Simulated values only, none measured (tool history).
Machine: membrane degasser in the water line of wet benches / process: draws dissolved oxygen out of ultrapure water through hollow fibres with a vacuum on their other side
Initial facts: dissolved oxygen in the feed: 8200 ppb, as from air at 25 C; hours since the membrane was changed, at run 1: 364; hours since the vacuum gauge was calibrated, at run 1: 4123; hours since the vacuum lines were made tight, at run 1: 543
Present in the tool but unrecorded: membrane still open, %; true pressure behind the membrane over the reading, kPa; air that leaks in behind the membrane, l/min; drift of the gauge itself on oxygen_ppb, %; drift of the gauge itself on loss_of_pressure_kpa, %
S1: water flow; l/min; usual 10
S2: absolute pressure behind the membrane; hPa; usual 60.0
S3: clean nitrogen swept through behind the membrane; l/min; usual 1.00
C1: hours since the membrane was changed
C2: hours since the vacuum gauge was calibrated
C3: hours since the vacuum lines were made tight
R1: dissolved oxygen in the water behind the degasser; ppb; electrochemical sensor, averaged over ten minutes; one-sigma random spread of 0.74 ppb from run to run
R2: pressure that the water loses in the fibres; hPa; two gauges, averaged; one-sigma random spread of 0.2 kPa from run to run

{"run": 1, "day": 0.0, "S1": 10, "S2": 60.0, "S3": 1.0, "C1": 364, "C2": 4123, "C3": 543, "R1": 72.9, "R2": 440.2}
{"run": 2, "day": 4.417, "S1": 10, "S2": 60.0, "S3": 1.0, "C1": 470, "C2": 4229, "C3": 649, "R1": 73.7, "R2": 438.3}
{"run": 3, "day": 8.096, "S1": 10, "S2": 84.8, "S3": 1.0, "C1": 558, "C2": 4317, "C3": 737, "R1": 131.4, "R2": 439.7}
{"run": 4, "day": 12.254, "S1": 10, "S2": 58.1, "S3": 1.0, "C1": 658, "C2": 4417, "C3": 837, "R1": 70.8, "R2": 441.6}
{"run": 5, "day": 14.329, "S1": 10, "S2": 145.0, "S3": 1.0, "C1": 708, "C2": 4467, "C3": 887, "R1": 269.8, "R2": 438.1}
{"run": 6, "day": 16.929, "S1": 10, "S2": 60.0, "S3": 0.51, "C1": 770, "C2": 4529, "C3": 949, "R1": 136.3, "R2": 440.7}
{"run": 7, "day": 20.312, "S1": 10, "S2": 60.0, "S3": 0.51, "C1": 852, "C2": 4611, "C3": 1030, "R1": 135.8, "R2": 438.2}
{"run": 8, "day": 22.875, "S1": 10, "S2": 60.0, "S3": 0.51, "C1": 913, "C2": 4672, "C3": 1092, "R1": 134.6, "R2": 442.3}
{"run": 9, "day": 25.292, "S1": 10, "S2": 60.0, "S3": 1.0, "C1": 971, "C2": 4730, "C3": 1150, "R1": 76.1, "R2": 439.9}
{"run": 10, "day": 28.058, "S1": 10, "S2": 60.0, "S3": 1.0, "C1": 1038, "C2": 4797, "C3": 1216, "R1": 76.0, "R2": 443.1}
{"run": 11, "day": 31.592, "S1": 10, "S2": 60.0, "S3": 1.0, "C1": 1122, "C2": 4881, "C3": 1301, "R1": 75.9, "R2": 441.8}
{"run": 12, "day": 35.571, "S1": 10, "S2": 60.0, "S3": 1.0, "C1": 1218, "C2": 4977, "C3": 1396, "R1": 75.7, "R2": 443.1}
{"run": 13, "day": 38.225, "S1": 10, "S2": 60.0, "S3": 1.0, "C1": 1282, "C2": 5041, "C3": 1460, "R1": 77.6, "R2": 443.4}
{"run": 14, "day": 40.496, "S1": 10, "S2": 60.0, "S3": 1.0, "C1": 1336, "C2": 5095, "C3": 1515, "R1": 77.4, "R2": 441.4}
{"run": 15, "day": 42.808, "S1": 15, "S2": 113.4, "S3": 1.28, "C1": 1392, "C2": 5151, "C3": 1570, "R1": 235.0, "R2": 660.6}
{"run": 16, "day": 46.65, "S1": 15, "S2": 113.4, "S3": 1.28, "C1": 1484, "C2": 5243, "C3": 1662, "R1": 233.3, "R2": 663.2}
{"run": 17, "day": 50.288, "S1": 6, "S2": 93.3, "S3": 2.01, "C1": 1571, "C2": 5330, "C3": 1750, "R1": 49.6, "R2": 264.7}
{"run": 18, "day": 53.45, "S1": 7, "S2": 49.6, "S3": 0.65, "C1": 1647, "C2": 5406, "C3": 1826, "R1": 55.1, "R2": 309.8}
{"run": 19, "day": 58.096, "S1": 7, "S2": 49.6, "S3": 0.65, "C1": 1758, "C2": 5517, "C3": 1937, "R1": 53.2, "R2": 309.6}
{"run": 20, "day": 61.454, "S1": 6, "S2": 110.5, "S3": 1.0, "C1": 1839, "C2": 5598, "C3": 2018, "R1": 125.3, "R2": 265.8}
{"run": 21, "day": 65.067, "S1": 11, "S2": 60.0, "S3": 0.57, "C1": 1926, "C2": 5685, "C3": 2104, "R1": 140.4, "R2": 490.0}
{"run": 22, "day": 67.025, "S1": 15, "S2": 87.2, "S3": 0.79, "C1": 1973, "C2": 5732, "C3": 2151, "R1": 248.7, "R2": 668.3}
{"run": 23, "day": 71.675, "S1": 12, "S2": 87.2, "S3": 0.79, "C1": 2084, "C2": 5843, "C3": 2263, "R1": 205.6, "R2": 532.7}

What does the tool deliver on the next run?
{"run": 24, "day": 73.958, "S1": 12, "S2": 87.2, "S3": 0.79, "C1": 2139, "C2": 5898, "C3": 2318, "R1": "?", "R2": "?"}

Run 24 yielded R1 203.7 ppb, R2 536.5 hPa.
The same run, on a tool lacking any hidden state, would have yielded R1 188.8 ppb, R2 526.9 hPa.
